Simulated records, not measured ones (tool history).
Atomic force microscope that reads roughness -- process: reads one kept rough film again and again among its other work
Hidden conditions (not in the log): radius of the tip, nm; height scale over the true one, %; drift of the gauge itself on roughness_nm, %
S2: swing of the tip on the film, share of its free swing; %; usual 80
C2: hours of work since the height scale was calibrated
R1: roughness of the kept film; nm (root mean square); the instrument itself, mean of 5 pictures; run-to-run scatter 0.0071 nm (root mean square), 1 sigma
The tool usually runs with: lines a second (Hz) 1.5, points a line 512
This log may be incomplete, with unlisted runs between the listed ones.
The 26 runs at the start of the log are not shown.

{"hour": 1530.5, "done": "new tip fitted"}
{"run": 27, "hour": 1553.5, "lines a second (Hz)": 1.43, "S2": 56, "points a line": 522, "pictures with this tip": 45, "C2": 1037, "R1": 2.02}
{"run": 28, "hour": 1632.3, "lines a second (Hz)": 1.5, "S2": 58, "points a line": 470, "pictures with this tip": 197, "C2": 1097, "R1": 1.977}
{"hour": 1648.5, "done": "new tip fitted"}
{"run": 29, "hour": 1712.8, "lines a second (Hz)": 1.5, "S2": 63, "points a line": 286, "pictures with this tip": 124, "C2": 1158, "R1": 1.974}
{"hour": 1733.0, "done": "height scale calibrated on a step standard"}
{"hour": 1768.0, "done": "new tip fitted"}
{"run": 30, "hour": 1799.3, "lines a second (Hz)": 1.5, "S2": 63, "points a line": 286, "pictures with this tip": 61, "C2": 50, "R1": 2.009}
{"hour": 1886.8, "done": "new tip fitted"}
{"run": 31, "hour": 1886.8, "lines a second (Hz)": 2.9, "S2": 81, "points a line": 260, "pictures with this tip": 0, "C2": 116, "R1": 1.8}
{"run": 32, "hour": 1932.7, "lines a second (Hz)": 2.9, "S2": 77, "points a line": 260, "pictures with this tip": 89, "C2": 151, "R1": 1.818}
{"run": 33, "hour": 1991.0, "lines a second (Hz)": 0.87, "S2": 77, "points a line": 260, "pictures with this tip": 202, "C2": 196, "R1": 1.954}
{"hour": 2003.5, "done": "new tip fitted"}
{"run": 34, "hour": 2045.2, "lines a second (Hz)": 0.54, "S2": 56, "points a line": 290, "pictures with this tip": 81, "C2": 237, "R1": 2.037}
{"run": 35, "hour": 2081.2, "lines a second (Hz)": 3.42, "S2": 71, "points a line": 290, "pictures with this tip": 150, "C2": 264, "R1": 1.844}
{"hour": 2122.5, "done": "new tip fitted"}
{"run": 36, "hour": 2158.4, "lines a second (Hz)": 2.46, "S2": 90, "points a line": 387, "pictures with this tip": 70, "C2": 322, "R1": 1.71}
{"run": 37, "hour": 2195.5, "lines a second (Hz)": 2.46, "S2": 90, "points a line": 387, "pictures with this tip": 141, "C2": 351, "R1": 1.689}

Run 38, settings as shown, results not yet in. Your forecast:
{"hour": 2239.1, "done": "new tip fitted"}
{"run": 38, "hour": 2257.7, "lines a second (Hz)": 2.46, "S2": 90, "points a line": 387, "pictures with this tip": 36, "C2": 398, "R1": "?"}

{"run 38": {"R1": 1.712}}
The same run, on a tool lacking any hidden state, would have yielded R1 1.729 nm (root mean square).

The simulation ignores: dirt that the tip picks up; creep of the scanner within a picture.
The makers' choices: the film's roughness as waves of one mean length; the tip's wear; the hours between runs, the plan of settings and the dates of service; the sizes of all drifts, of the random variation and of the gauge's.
